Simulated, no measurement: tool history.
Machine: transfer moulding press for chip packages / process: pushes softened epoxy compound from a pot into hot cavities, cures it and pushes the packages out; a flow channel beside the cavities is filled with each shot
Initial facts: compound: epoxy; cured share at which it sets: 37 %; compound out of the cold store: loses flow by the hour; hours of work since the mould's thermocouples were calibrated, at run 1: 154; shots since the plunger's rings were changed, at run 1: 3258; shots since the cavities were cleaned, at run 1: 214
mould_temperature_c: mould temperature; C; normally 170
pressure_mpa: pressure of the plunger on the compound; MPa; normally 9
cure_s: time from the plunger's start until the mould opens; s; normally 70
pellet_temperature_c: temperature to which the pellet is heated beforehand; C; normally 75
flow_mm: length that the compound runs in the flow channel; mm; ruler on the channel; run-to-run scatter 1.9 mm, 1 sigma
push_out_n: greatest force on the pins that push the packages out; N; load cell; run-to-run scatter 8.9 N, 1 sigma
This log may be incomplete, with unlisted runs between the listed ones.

run   hour  mould_temperature_c  pressure_mpa  cure_s  pellet_temperature_c  hours of work since the mould's thermocouples were calibrated  shots since the plunger's rings were changed  shots since the cavities were cleaned  incoming compound's hours out of the cold store  flow_mm  push_out_n
  1      0                  170             9      70                    75                                                            154                                          3258                                    214                                             39.8      923         404
      16.8  -- plunger's sealing rings changed
  2   21.4                  170             9      70                    75                                                            163                                            60                                    463                                             39.6      920         384
  3   42.4                  170             9      70                    75                                                            174                                           337                                    740                                             27.8      980         393
      49.8  -- cavities cleaned with cleaning compound and waxed
  4   58.8                  170             9      70                    75                                                            182                                           534                                    119                                             14.7     1046         411
  5     78                  170             9      70                    75                                                            191                                           787                                    372                                             21.3     1008         385
  6  105.2                  170             9      70                    75                                                            205                                          1146                                    731                                               26      990         386
     113.4  -- cavities cleaned with cleaning compound and waxed
  7  121.3                  170             9      70                    76                                                            213                                          1339                                    104                                             26.8      982         398
  8  148.5                  170             9      70                    76                                                            226                                          1697                                    462                                             14.7     1040         433
  9  163.7                  170             9      70                    82                                                            234                                          1898                                    663                                             27.4      976         401
     176.7  -- cavities cleaned with cleaning compound and waxed
 10  193.7                  170             9      70                    82                                                            249                                          2274                                    225                                             23.7      999         408
 11  219.4                  170             9      70                    82                                                            262                                          2612                                    563                                             36.9      930         396
 12  232.1                  174             9      70                    75                                                            268                                          2780                                    731                                             47.9      867         318
     240.1  -- cavities cleaned with cleaning compound and waxed
 13  260.9                  174             9      70                    72                                                            282                                          3140                                    274                                             40.1      906         332
       286  -- plunger's sealing rings changed
 14  293.8                  170             9     100                    75                                                            297                                           103                                    676                                             30.1      966         286
     305.6  -- cavities cleaned with cleaning compound and waxed
 15  314.7                  170             9     100                    69                                                            307                                           358                                    119                                              8.3     1082         288
 16    343                  170             9     100                    69                                                            322                                           732                                    493                                               20     1016         292
 17  360.5                  176          9.42      87                    65                                                            330                                           962                                    723                                             16.1     1040         299
       369  -- cavities cleaned with cleaning compound and waxed
 18  379.4                  176         10.99      85                    80                                                            339                                          1192                                    137                                             46.4      960         291
 19  393.6                  174             9      50                    75                                                            346                                          1379                                    324                                               18     1012         710
 20  421.7                  172          8.23      70                    74                                                            361                                          1750                                    695                                             10.3     1016         366
     431.2  -- mould's thermocouples calibrated
     434.2  -- cavities cleaned with cleaning compound and waxed
 21  447.9                  172          8.23      70                    74                                                              8                                          2050                                    182                                             31.8      908         368
 22  466.2                  172          8.23      70                    74                                                             17                                          2291                                    423                                             23.9      947         369
 23    485                  172          8.23      70                    74                                                             27                                          2539                                    671                                             11.4     1010         371
     498.9  -- cavities cleaned with cleaning compound and waxed
 24  499.9                  172          8.23      70                    74                                                             33                                          2716                                     14                                             16.2      983         374
 25  519.2                  170          7.66      70                    83                                                             43                                          2970                                    268                                             28.6      898         393
 26  539.5                  164          7.68     110                    81                                                             53                                          3238                                    536                                             32.4      904         313
       556  -- plunger's sealing rings changed
       565  -- cavities cleaned with cleaning compound and waxed
 27  565.7                  162           9.8      60                    79                                                             65                                           109                                      9                                             33.1     1023         974

4 ways to go on from here, each from the tool as it stands after run 27. What would each give?
  A  592.1                  169          7.85      60                    82                                                             78                                           457                                    357                                             21.3        ?           ?
  B  592.1                  172           9.8      89                    79                                                             78                                           457                                    357                                             44.5        ?           ?
  C  592.1                  177           9.8      94                    65                                                             78                                           457                                    357                                             37.4        ?           ?
  D  592.1                  170          8.93      51                    82                                                             78                                           457                                    357                                             10.6        ?           ?

run  flow_mm  push_out_n
  A      950         617
  B      929         296
  C      947         292
  D     1067         886
With no hidden state in the tool, these same runs would have given:
run  flow_mm  push_out_n
  A      950         614
  B      929         295
  C      947         291
  D     1067         882
